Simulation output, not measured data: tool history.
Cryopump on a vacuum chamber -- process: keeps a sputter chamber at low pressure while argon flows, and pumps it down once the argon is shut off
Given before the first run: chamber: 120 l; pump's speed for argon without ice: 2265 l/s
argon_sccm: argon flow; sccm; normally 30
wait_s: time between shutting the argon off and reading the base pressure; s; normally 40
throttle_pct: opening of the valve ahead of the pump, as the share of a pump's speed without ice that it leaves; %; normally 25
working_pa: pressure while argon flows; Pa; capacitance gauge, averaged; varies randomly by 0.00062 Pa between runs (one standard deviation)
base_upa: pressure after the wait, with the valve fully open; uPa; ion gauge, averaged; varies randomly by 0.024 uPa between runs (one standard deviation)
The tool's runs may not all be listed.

Run 1, day 0: usual settings. Result: working_pa 0.0941 Pa, base_upa 1.4 uPa.
Run 2, day 3.05: usual settings. Result: working_pa 0.0963 Pa, base_upa 1.45 uPa.
Run 3, day 6.779: usual settings. Result: working_pa 0.0985 Pa, base_upa 1.45 uPa.
At day 9.417: pump warmed up, emptied and cooled again.
Run 4, day 11.208: usual settings. Result: working_pa 0.0911 Pa, base_upa 1.27 uPa.
Run 5, day 15.479: usual settings. Result: working_pa 0.0914 Pa, base_upa 1.34 uPa.
Run 6, day 19.892: usual settings. Result: working_pa 0.0921 Pa, base_upa 1.42 uPa.
Run 7, day 22.192: usual settings. Result: working_pa 0.0938 Pa, base_upa 1.45 uPa.
Run 8, day 25.154: usual settings. Result: working_pa 0.096 Pa, base_upa 1.5 uPa.
Run 9, day 28.854: usual settings but throttle_pct 47 %. Result: working_pa 0.0549 Pa, base_upa 1.56 uPa.
At day 31.325: pump warmed up, emptied and cooled again.
Run 10, day 32.146: usual settings but argon_sccm 41 sccm, throttle_pct 28 %. Result: working_pa 0.109 Pa, base_upa 1.34 uPa.
Run 11, day 34.696: usual settings but argon_sccm 17 sccm, throttle_pct 28 %. Result: working_pa 0.0457 Pa, base_upa 1.45 uPa.
At day 35.717: leaking fittings of the chamber tightened, without venting.
Run 12, day 37.371: usual settings but argon_sccm 13 sccm, wait_s 46 s. Result: working_pa 0.0393 Pa, base_upa 0.86 uPa.
Run 13, day 41.654: usual settings but argon_sccm 13 sccm, wait_s 46 s. Result: working_pa 0.0408 Pa, base_upa 0.85 uPa.
Run 14, day 44.754: usual settings but argon_sccm 13 sccm, wait_s 46 s. Result: working_pa 0.0415 Pa, base_upa 0.88 uPa.

For each run, the measured value with the value that run would have given without the tool's hidden condition subtracted. The run-to-run variation is shared by both, the gauge scatter possibly not:
The hidden state here: pump's speed, % of a pump's without ice; cold plate's temperature, K; leak into the chamber, uPa l/s; drift of the gauge itself on working_pa, %; drift of the gauge itself on base_upa, %.
run  working_pa  base_upa
  1     +0.0054     +0.49
  2     +0.0068     +0.54
  3     +0.0087     +0.57
  4     +0.0007     +0.42
  5      +0.002     +0.47
  6     +0.0036     +0.52
  7     +0.0046     +0.56
  8      +0.006     +0.61
  9     +0.0077     +0.67
 10     +0.0004     +0.47
 11     +0.0007     +0.53
 12     +0.0008     +0.03
 13     +0.0015     +0.05
 14      +0.002     +0.08
